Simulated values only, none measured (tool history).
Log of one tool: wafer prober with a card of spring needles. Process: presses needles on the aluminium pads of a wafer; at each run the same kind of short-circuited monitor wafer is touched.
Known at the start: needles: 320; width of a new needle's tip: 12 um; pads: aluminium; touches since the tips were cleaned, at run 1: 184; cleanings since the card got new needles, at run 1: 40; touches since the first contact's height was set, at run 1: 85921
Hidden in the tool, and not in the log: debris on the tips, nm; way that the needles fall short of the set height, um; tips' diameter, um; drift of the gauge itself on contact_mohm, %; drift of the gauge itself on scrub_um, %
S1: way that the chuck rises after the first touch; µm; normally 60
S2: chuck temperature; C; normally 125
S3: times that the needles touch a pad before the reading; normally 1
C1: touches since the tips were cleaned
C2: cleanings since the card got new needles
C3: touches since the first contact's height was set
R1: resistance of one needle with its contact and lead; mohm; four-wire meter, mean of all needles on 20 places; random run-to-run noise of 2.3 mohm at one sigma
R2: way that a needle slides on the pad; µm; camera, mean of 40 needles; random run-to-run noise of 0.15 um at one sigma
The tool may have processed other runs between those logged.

run	hour	S1	S2	S3	C1	C2	C3	R1	R2
1	0	60	125	1	184	40	85921	260	14.01
# hour 9.6: tips cleaned on abrasive film
2	12.5	60	125	1	569	41	88366	266	13.91
# hour 19.6: tips cleaned on abrasive film
3	21.8	60	125	1	434	42	90179	265	13.91
# hour 30.1: tips cleaned on abrasive film
4	30.9	60	125	1	161	43	91973	260	13.6
5	36.4	60	125	1	1245	43	93057	261	14.07
# hour 40.5: tips cleaned on abrasive film
6	45.6	60	125	1	1001	44	94846	259	14.04
# hour 51: tips cleaned on abrasive film
7	51.3	60	125	1	52	45	95953	262	14.04
# hour 61.3: tips cleaned on abrasive film
8	62.5	60	125	1	244	46	98148	262	13.97
# hour 71.6: tips cleaned on abrasive film
9	72.8	60	125	1	243	47	100159	263	13.96
# hour 81.5: tips cleaned on abrasive film
10	82	60	125	1	99	48	101959	263	13.72
11	90	60	125	1	1673	48	103533	264	13.98
# hour 91.7: tips cleaned on abrasive film
12	95.4	60	125	1	723	49	104583	258	13.95
# hour 102.3: tips cleaned on abrasive film
13	102.3	60	125	1	0	50	105924	261	13.98
14	108.2	60	125	1	1162	50	107086	259	13.96
# hour 112.4: tips cleaned on abrasive film
15	115.3	60	125	1	566	51	108473	259	14.32
# hour 122.4: tips cleaned on abrasive film
16	125.6	60	31	1	633	52	110492	238	14
# hour 132.5: tips cleaned on abrasive film
17	134.6	60	31	1	418	53	112243	234	13.83
18	139.9	49	86	1	1474	53	113299	255	11.52
# hour 142.6: tips cleaned on abrasive film
# hour 143.8: height of the first contact set anew
19	149.7	40	125	2	1351	54	1168	272	9.41
# hour 152.7: tips cleaned on abrasive film
20	161.4	40	125	2	1727	55	3455	269	9.4
# hour 162.8: tips cleaned on abrasive film
21	170.5	60	81	1	1530	56	5235	248	14.08
# hour 172.8: tips cleaned on abrasive film
22	180.5	49	29	2	1523	57	7191	241	11.58
# hour 183: tips cleaned on abrasive film
23	191.4	60	81	2	1657	58	9310	246	13.84
# hour 193.5: tips cleaned on abrasive film
24	201	67	81	2	1485	59	11197	245	15.56
# hour 203.6: tips cleaned on abrasive film
25	209.8	67	81	2	1212	60	12904	248	15.74
# hour 214: tips cleaned on abrasive film
26	216.6	52	65	2	505	61	14232	249	12.26
27	223.5	65	32	1	1863	61	15590	234	15.25
# hour 224.5: tips cleaned on abrasive film
28	233	60	63	3	1687	62	17457	240	14.03
# hour 234.8: tips cleaned on abrasive film
# hour 244.7: tips cleaned on abrasive film
29	244.7	58	35	1	0	64	19720	241	13.75
# hour 254.4: tips cleaned on abrasive film
30	254.4	58	118	3	0	65	21620	259	13.79
# hour 264.4: tips cleaned on abrasive film
31	264.6	55	118	1	36	66	23611	263	12.86
# hour 274.1: tips cleaned on abrasive film
32	275.3	55	118	2	233	67	25709	260	12.8
33	282.6	55	118	2	1677	67	27153	262	12.87

Each row is a separate what-if for the run after 33, all from the same tool condition, not one after another. Results?
# hour 284.4: tips cleaned on abrasive film
A	288.4	60	34	2	791	68	28279	?	?
# hour 284.4: tips cleaned on abrasive film
B	288.4	78	125	1	791	68	28279	?	?
# hour 284.4: tips cleaned on abrasive film
C	288.4	54	66	1	791	68	28279	?	?
# hour 284.4: tips cleaned on abrasive film
D	288.4	46	46	1	791	68	28279	?	?

run	R1	R2
A	239	14.12
B	257	18.23
C	245	12.65
D	246	10.85
With the hidden condition removed and each run's random variation left untouched, the same runs would have given:
run	R1	R2
A	239	14.13
B	257	18.25
C	245	12.66
D	245	10.86

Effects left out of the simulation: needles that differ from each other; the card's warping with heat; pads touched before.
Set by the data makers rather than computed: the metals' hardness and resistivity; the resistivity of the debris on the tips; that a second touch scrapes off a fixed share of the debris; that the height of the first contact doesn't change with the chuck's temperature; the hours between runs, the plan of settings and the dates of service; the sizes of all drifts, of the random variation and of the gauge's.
